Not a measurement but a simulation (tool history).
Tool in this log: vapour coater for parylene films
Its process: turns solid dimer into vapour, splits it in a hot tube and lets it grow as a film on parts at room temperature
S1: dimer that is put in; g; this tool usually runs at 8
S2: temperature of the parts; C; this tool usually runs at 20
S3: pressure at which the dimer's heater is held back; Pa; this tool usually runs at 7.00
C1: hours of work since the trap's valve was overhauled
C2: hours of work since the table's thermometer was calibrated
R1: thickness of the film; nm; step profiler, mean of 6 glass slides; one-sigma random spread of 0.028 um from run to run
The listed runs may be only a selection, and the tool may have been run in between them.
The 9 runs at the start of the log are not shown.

run     day  S1  S2     S3   C1   C2    R1
 10   5.683   8  20   7.00  199  530  2520
 11   6.104   8  20   7.00  205  535  2450
 12   6.775   8  20   7.00  214  544  2480
 13   7.275   8  23   7.00  221  551  2190
 14   8.062   8  23   7.00  231  562  2130
 15   8.675   8  23   7.00  240  570  2140
 16   9.275   8  23   7.00  248  578  2160
 17   9.858   8  13   2.20  256  586  3420
 18  10.721   8  23   2.20  267  598  2860
 19  11.150   8  23   2.20  273  604  2830
 20  11.538   9  23   2.25  278  609  3150
 21  12.179   9  23   2.25  287  617  3110
 22  13.008   3  12  10.96  298  629  1190
 23  13.721  11  20   7.00  308  638  3400
 24  14.329   6  20   2.96  316  646  2220
 25  15.017   5  12  10.17  325  656  2030
 26  15.862   8  28   3.09  337  667  2050
 27  16.288   8  28   3.09  342  673  2080
 28  16.892  10  20   2.21  351  681  3950
 29  17.504  10  20   2.21  359  689  4010
 30  18.121  10  20   2.21  367  698  3970
 31  18.571  10  29   2.21  373  704  2690

3 options for the next run, each taken on its own from the tool as it stands now. Forecast them:
  A  18.942  10  17  3.31  378  709   ?
  B  18.942   8  20  3.56  378  709   ?
  C  18.942   7  20  4.95  378  709   ?

run    R1
  A  4070
  B  2850
  C  2280
What these runs would have given with no unlogged condition in the tool:
run    R1
  A  4320
  B  3020
  C  2430
